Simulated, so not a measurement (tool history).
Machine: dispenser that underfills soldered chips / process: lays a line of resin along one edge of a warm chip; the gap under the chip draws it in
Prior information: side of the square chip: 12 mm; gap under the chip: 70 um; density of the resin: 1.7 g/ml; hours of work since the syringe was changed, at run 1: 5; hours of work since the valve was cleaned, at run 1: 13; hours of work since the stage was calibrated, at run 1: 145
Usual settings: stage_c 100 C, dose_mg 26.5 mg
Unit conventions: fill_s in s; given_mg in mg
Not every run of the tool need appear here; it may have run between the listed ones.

run,day,stage_c,dose_mg,hours of work since the syringe was changed,hours of work since the valve was cleaned,hours of work since the stage was calibrated,fill_s,given_mg
1,0,100,26.5,5,13,145,111.4,26.32
# day 0.088: new syringe of resin
2,0.25,100,26.5,3,17,149,102.9,26.23
# day 0.421: new syringe of resin
3,0.488,100,28.7,1,21,153,91.7,28.41
4,0.667,100,28.7,4,24,156,111.7,28.35
# day 0.75: new syringe of resin
5,0.929,111,28.7,3,29,161,62.5,28.31
# day 1.088: new syringe of resin
6,1.133,111,28.7,1,32,164,55.5,28.23
# day 1.438: new syringe of resin
7,1.438,111,28.7,0,38,169,52,28.25
8,1.692,111,28.7,5,42,174,70.2,28.15
# day 1.779: new syringe of resin
9,1.954,111,28.7,3,47,179,64.6,28.08
# day 2.083: dispensing valve cleaned and set on the balance
# day 2.167: new syringe of resin
10,2.446,111,28.7,5,6,186,70.9,28.78
# day 2.504: new syringe of resin
11,2.771,111,22.7,5,12,192,74.3,22.74
# day 2.846: new syringe of resin
12,3.1,95,22.7,4,17,198,147.2,22.66
# day 3.192: new syringe of resin
# day 3.538: new syringe of resin
13,3.558,100,23.5,0,25,205,91,23.43
# day 3.871: new syringe of resin
14,4.008,100,23.5,3,33,213,104.1,23.34
# day 4.212: new syringe of resin
15,4.221,100,28.7,0,37,217,85.6,28.39
# day 4.55: new syringe of resin
16,4.55,96,26.5,0,42,222,105.2,26.16
# day 4.908: dispensing valve cleaned and set on the balance
# day 4.954: new syringe of resin
17,4.988,96,26.5,1,1,229,108.2,26.53
# day 5.304: new syringe of resin
18,5.338,96,26.5,1,7,235,108,26.42
# day 5.638: new syringe of resin
19,5.65,97,32.4,0,13,241,99.2,32.24
20,5.896,90,26.5,5,17,245,181.4,26.31
# day 5.971: new syringe of resin
21,6.254,89,29.4,5,23,251,198.8,29.12
# day 6.304: new syringe of resin
# day 6.646: new syringe of resin
22,6.712,89,29.4,1,31,259,157.8,29.03
# day 6.996: new syringe of resin
23,7.112,89,29.4,2,38,266,164.2,28.92
# day 7.333: new syringe of resin
24,7.567,89,29.4,4,46,274,193.9,28.85
# day 7.692: new syringe of resin
# day 7.733: dispensing valve cleaned and set on the balance
25,7.983,89,29.4,4,4,280,194.4,29.43
# day 8.067: new syringe of resin
26,8.308,100,25.8,4,10,286,118.1,25.73
# day 8.412: new syringe of resin
27,8.533,100,25.8,2,14,290,104.7,25.59
28,8.717,113,31,5,17,293,71.3,30.85
# day 8.758: new syringe of resin
29,8.967,112,26.6,4,21,297,66.7,26.35
# day 9.088: new syringe of resin
# day 9.383: stage's temperature calibrated
30,9.412,104,23.3,5,28,1,95.3,23.01
# day 9.488: new syringe of resin
# day 9.846: new syringe of resin
31,9.854,88,27.5,0,36,8,138.9,27.07
32,10.083,93,30.9,4,40,12,139.3,30.44
# day 10.192: new syringe of resin
33,10.408,93,30.9,4,45,18,134.1,30.35
# day 10.521: new syringe of resin
# day 10.608: dispensing valve cleaned and set on the balance
34,10.812,98,27.2,4,4,24,112.2,27.18

Hidden state or all else? Some run-to-run changes of fill_s, split into what the settings, what came in and random variation would give without the hidden state, and what is left for the hidden state (with any gauge scatter that isn't in both results):
Unlogged tool condition in this case: resin's viscosity, % of fresh resin's; dose that the valve gives, % of what is set; true chip temperature over the reading, C; drift of the gauge itself on fill_s, %; drift of the gauge itself on given_mg, %.
Run 11 -> 12: stage_c 111 -> 95, new syringe of resin. fill_s +72.9 s: hidden state +21.4, all else +51.5.
Run 12 -> 13: stage_c 95 -> 100, dose_mg 22.7 -> 23.5, new syringe of resin, new syringe of resin. fill_s -56.2 s: hidden state -34.7, all else -21.5.
Run 19 -> 20: stage_c 97 -> 90, dose_mg 32.4 -> 26.5. fill_s +82.2 s: hidden state +47.8, all else +34.4.
Run 21 -> 22: new syringe of resin, new syringe of resin. fill_s -41 s: hidden state -41.9, all else +0.9.
Run 25 -> 26: stage_c 89 -> 100, dose_mg 29.4 -> 25.8, new syringe of resin. fill_s -76.3 s: hidden state -24.6, all else -51.7.
